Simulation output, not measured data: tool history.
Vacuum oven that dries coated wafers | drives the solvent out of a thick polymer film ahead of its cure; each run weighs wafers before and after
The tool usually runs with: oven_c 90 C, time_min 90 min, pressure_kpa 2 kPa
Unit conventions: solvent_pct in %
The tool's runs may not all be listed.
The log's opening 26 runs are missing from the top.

run,day,oven_c,time_min,pressure_kpa,solvent_pct
27,13.871,77,117,2.7,7.84
28,14.542,86,111,3.13,5.61
29,15.079,90,71,1.44,4.92
30,15.758,90,90,6.23,6.99
31,16.375,90,90,6.23,6.95
32,17.046,104,110,6.23,3.15
33,17.675,104,110,6.23,3.13
34,17.971,92,72,1.41,4.24
35,18.379,93,90,6.7,6.34
36,18.833,87,102,2,4.83
37,19.533,87,102,2,4.69
38,20.246,90,108,6.74,6.73
39,20.712,79,90,2,7.73
40,21.025,79,90,2,7.62
41,21.346,90,47,2,6.91
42,21.908,105,125,2,1.07
43,22.258,90,47,2,6.95
44,22.662,90,75,2,5.1
45,23.154,90,75,2,5.01
46,23.679,87,71,4.05,7.3

Each row is a separate what-if for the run after 46, all from the same tool condition, not one after another. Results?
A,24.067,90,90,1.58,?
B,24.067,87,147,4.2,?
C,24.067,104,106,5.97,?
D,24.067,92,94,2,?
E,24.067,87,52,2.17,?

run,solvent_pct
A,4.01
B,5.1
C,3.05
D,3.58
E,7.34
Stripped of hidden state, with their random variation kept, the same runs would have yielded:
run,solvent_pct
A,4.23
B,5.32
C,3.17
D,3.78
E,7.56

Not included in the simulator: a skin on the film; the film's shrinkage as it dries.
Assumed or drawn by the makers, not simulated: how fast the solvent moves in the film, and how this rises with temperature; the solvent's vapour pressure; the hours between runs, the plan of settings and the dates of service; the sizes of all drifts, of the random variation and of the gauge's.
